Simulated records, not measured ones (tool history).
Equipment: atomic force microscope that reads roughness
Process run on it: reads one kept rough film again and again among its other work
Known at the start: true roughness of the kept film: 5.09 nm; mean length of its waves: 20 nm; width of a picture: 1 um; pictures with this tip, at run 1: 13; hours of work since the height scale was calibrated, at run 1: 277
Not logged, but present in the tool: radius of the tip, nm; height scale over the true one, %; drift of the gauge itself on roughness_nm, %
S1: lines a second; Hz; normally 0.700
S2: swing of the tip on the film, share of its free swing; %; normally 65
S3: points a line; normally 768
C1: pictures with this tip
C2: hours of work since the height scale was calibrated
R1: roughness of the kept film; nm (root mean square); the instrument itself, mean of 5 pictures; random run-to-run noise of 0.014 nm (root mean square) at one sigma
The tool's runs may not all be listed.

| run | hour | S1 | S2 | S3 | C1 | C2 | R1 |
|---|---|---|---|---|---|---|---|
| 1 | 0.0 | 0.700 | 65 | 768 | 13 | 277 | 3.153 |
| 2 | 5.3 | 0.700 | 65 | 768 | 27 | 282 | 3.005 |
| 3 | 12.5 | 0.700 | 87 | 768 | 45 | 287 | 2.696 |
| 4 | 23.1 | 0.700 | 87 | 768 | 72 | 296 | 2.448 |
| 5 | 31.1 | 0.700 | 65 | 768 | 92 | 302 | 2.382 |
| 6 | 35.8 | 0.747 | 65 | 768 | 104 | 306 | 2.285 |
| 7 | 44.7 | 0.700 | 65 | 768 | 127 | 313 | 2.136 |
| 8 | 52.5 | 0.700 | 65 | 768 | 146 | 319 | 2.026 |
| 9 | 61.0 | 0.700 | 81 | 768 | 168 | 326 | 1.884 |
| 10 | 68.8 | 0.700 | 81 | 768 | 188 | 332 | 1.769 |
| 11 | 75.1 | 0.700 | 64 | 768 | 204 | 337 | 1.766 |
| 12 | 83.3 | 0.700 | 82 | 768 | 225 | 344 | 1.626 |
| 13 | 91.4 | 3.549 | 65 | 768 | 246 | 350 | 1.512 |
| 14 | 96.3 | 3.549 | 65 | 768 | 258 | 354 | 1.464 |
| 15 | 101.8 | 3.549 | 65 | 768 | 272 | 358 | 1.422 |
|  | 106.8 | new tip fitted |
| 16 | 112.8 | 0.700 | 65 | 768 | 16 | 367 | 3.081 |
| 17 | 119.9 | 0.940 | 65 | 768 | 34 | 372 | 2.818 |
| 18 | 128.3 | 0.700 | 65 | 768 | 55 | 379 | 2.620 |
| 19 | 133.7 | 0.700 | 89 | 768 | 69 | 383 | 2.403 |
| 20 | 142.1 | 0.700 | 65 | 382 | 90 | 390 | 2.291 |
| 21 | 151.1 | 0.700 | 65 | 382 | 113 | 397 | 2.150 |
| 22 | 160.9 | 0.700 | 65 | 382 | 138 | 405 | 2.010 |
| 23 | 169.9 | 0.638 | 65 | 420 | 161 | 412 | 1.891 |
| 24 | 178.1 | 0.569 | 56 | 300 | 182 | 419 | 1.771 |
| 25 | 186.6 | 1.414 | 84 | 789 | 203 | 425 | 1.592 |
| 26 | 196.9 | 1.414 | 84 | 789 | 230 | 434 | 1.512 |
| 27 | 206.0 | 2.490 | 88 | 408 | 253 | 441 | 1.291 |
| 28 | 214.5 | 2.490 | 63 | 410 | 274 | 448 | 1.395 |
|  | 218.5 | new tip fitted |
| 29 | 221.4 | 0.700 | 89 | 768 | 8 | 453 | 3.024 |
| 30 | 229.6 | 0.661 | 65 | 768 | 28 | 459 | 2.918 |
| 31 | 238.4 | 0.661 | 65 | 768 | 51 | 466 | 2.669 |
| 32 | 244.9 | 1.272 | 80 | 313 | 67 | 471 | 2.338 |
| 33 | 254.4 | 1.272 | 80 | 313 | 92 | 479 | 2.172 |
| 34 | 259.3 | 1.078 | 74 | 536 | 104 | 483 | 2.185 |
| 35 | 269.8 | 3.917 | 71 | 742 | 131 | 491 | 1.884 |
| 36 | 280.3 | 0.929 | 75 | 382 | 158 | 500 | 1.871 |
| 37 | 288.1 | 0.929 | 78 | 314 | 177 | 506 | 1.747 |
| 38 | 295.8 | 3.417 | 64 | 473 | 197 | 512 | 1.668 |
| 39 | 300.7 | 0.700 | 62 | 997 | 209 | 516 | 1.734 |
| 40 | 310.9 | 0.700 | 80 | 396 | 235 | 524 | 1.570 |
| 41 | 320.0 | 0.894 | 64 | 396 | 259 | 531 | 1.521 |

Forecast each of these 4 alternatives for the next run:
| A | 328.0 | 0.894 | 80 | 396 | 279 | 538 | ? |
| B | 328.0 | 2.118 | 85 | 448 | 279 | 538 | ? |
| C | 328.0 | 1.065 | 73 | 840 | 279 | 538 | ? |
| D | 328.0 | 1.336 | 65 | 768 | 279 | 538 | ? |

| run | R1 |
|---|---|
| A | 1.415 |
| B | 1.294 |
| C | 1.451 |
| D | 1.487 |
With the hidden condition removed and each run's random variation left untouched, the same runs would have given:
| run | R1 |
|---|---|
| A | 3.170 |
| B | 2.904 |
| C | 3.247 |
| D | 3.314 |
